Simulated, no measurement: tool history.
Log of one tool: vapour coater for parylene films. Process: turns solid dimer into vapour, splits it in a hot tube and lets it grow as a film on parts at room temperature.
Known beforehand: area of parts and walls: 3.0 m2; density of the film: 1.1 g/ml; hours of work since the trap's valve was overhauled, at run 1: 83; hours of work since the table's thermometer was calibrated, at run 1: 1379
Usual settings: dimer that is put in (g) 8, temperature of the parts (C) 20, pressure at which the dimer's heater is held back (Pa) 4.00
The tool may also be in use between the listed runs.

run,hour,dimer that is put in (g),temperature of the parts (C),pressure at which the dimer's heater is held back (Pa),hours of work since the trap's valve was overhauled,hours of work since the table's thermometer was calibrated,thickness of the film (µm)
1,0.0,8,20,4.00,83,1379,1.74
2,70.3,8,20,4.00,137,1432,1.70
3,108.3,8,20,4.00,166,1461,1.71
4,157.5,8,20,4.00,203,1499,1.68
5,228.4,8,20,4.00,257,1553,1.64
# hour 277.0: trap's valve overhauled
6,295.8,8,28,4.00,14,1601,1.18
7,372.7,8,20,4.00,73,1659,1.49
8,441.8,8,20,4.00,125,1712,1.47
9,478.4,5,20,4.00,153,1740,0.90
10,543.2,13,20,4.00,203,1789,2.33
11,588.0,13,20,4.00,237,1823,2.25
12,644.9,6,14,4.00,280,1866,1.22
# hour 661.6: trap's valve overhauled
13,702.4,3,16,7.10,31,1907,0.70
14,770.0,3,16,7.10,82,1959,0.70
# hour 777.9: trap's valve overhauled, once more
# hour 801.9: table's thermometer calibrated
15,825.4,3,16,7.10,35,18,0.69
16,892.5,5,16,7.10,86,69,1.13
17,948.5,5,16,7.10,129,111,1.15
18,1032.6,11,26,2.25,193,176,2.04
19,1094.7,4,28,9.52,240,223,0.57
20,1129.8,4,28,9.52,267,249,0.57
# hour 1165.1: trap's valve overhauled
21,1174.0,8,27,7.37,7,280,1.34

5 options for the next run, each taken on its own from the tool as it stands now. Forecast them:
A,1209.4,11,14,7.37,34,307,?
B,1209.4,8,27,3.41,34,307,?
C,1209.4,8,27,2.83,34,307,?
D,1209.4,8,24,10.49,34,307,?
E,1209.4,4,20,4.00,34,307,?

run,thickness of the film (µm)
A,2.73
B,1.42
C,1.48
D,1.39
E,0.90
With the hidden condition removed and each run's random variation left untouched, the same runs would have given:
run,thickness of the film (µm)
A,2.81
B,1.47
C,1.52
D,1.43
E,0.93

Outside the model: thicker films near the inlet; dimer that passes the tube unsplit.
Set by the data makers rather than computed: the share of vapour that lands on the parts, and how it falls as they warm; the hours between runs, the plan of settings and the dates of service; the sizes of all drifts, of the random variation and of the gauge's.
